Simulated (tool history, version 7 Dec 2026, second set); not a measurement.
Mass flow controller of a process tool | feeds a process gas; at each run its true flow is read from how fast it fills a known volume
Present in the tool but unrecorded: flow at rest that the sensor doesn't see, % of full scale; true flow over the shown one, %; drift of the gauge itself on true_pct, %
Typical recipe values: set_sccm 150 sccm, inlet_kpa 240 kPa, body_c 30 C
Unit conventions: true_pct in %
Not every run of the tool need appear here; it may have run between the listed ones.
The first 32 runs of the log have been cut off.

run    hour  set_sccm  inlet_kpa  body_c  hours of work since the controller was set to zero  hours of work since the controller was changed  true_pct
 33  4431.2       108        259      30                                                4797                                            4797    104.09
 34  4524.5       108        259      30                                                4866                                            4866    104.24
 35  4678.8       210        203      36                                                4980                                            4980    101.72
 36  4851.3       210        203      36                                                5107                                            5107    101.78
 37  4931.1       129        153      36                                                5166                                            5166    103.06
 38  5021.6       220        156      25                                                5233                                            5233    102.69
 39  5178.4       150        178      22                                                5349                                            5349    103.97
     5276.4  -- controller's zero set anew
 40  5276.4       150        240      31                                                   0                                            5420     99.17
 41    5466       150        240      31                                                 140                                            5560     99.28
 42  5631.2        62        204      38                                                 262                                            5682     98.57
 43    5744       176        200      24                                                 345                                            5765    100.12
     5918.5  -- controller exchanged for a calibrated one
 44  5921.2        94        228      24                                                   2                                               2     97.83

Predict the results of run 45:
 45  6086.8       494        188      33                                                 124                                             124         ?

true_pct: 99.21 %
On a tool with no hidden condition, and with the same random variation, this run would have come out at true_pct 99.16 %.
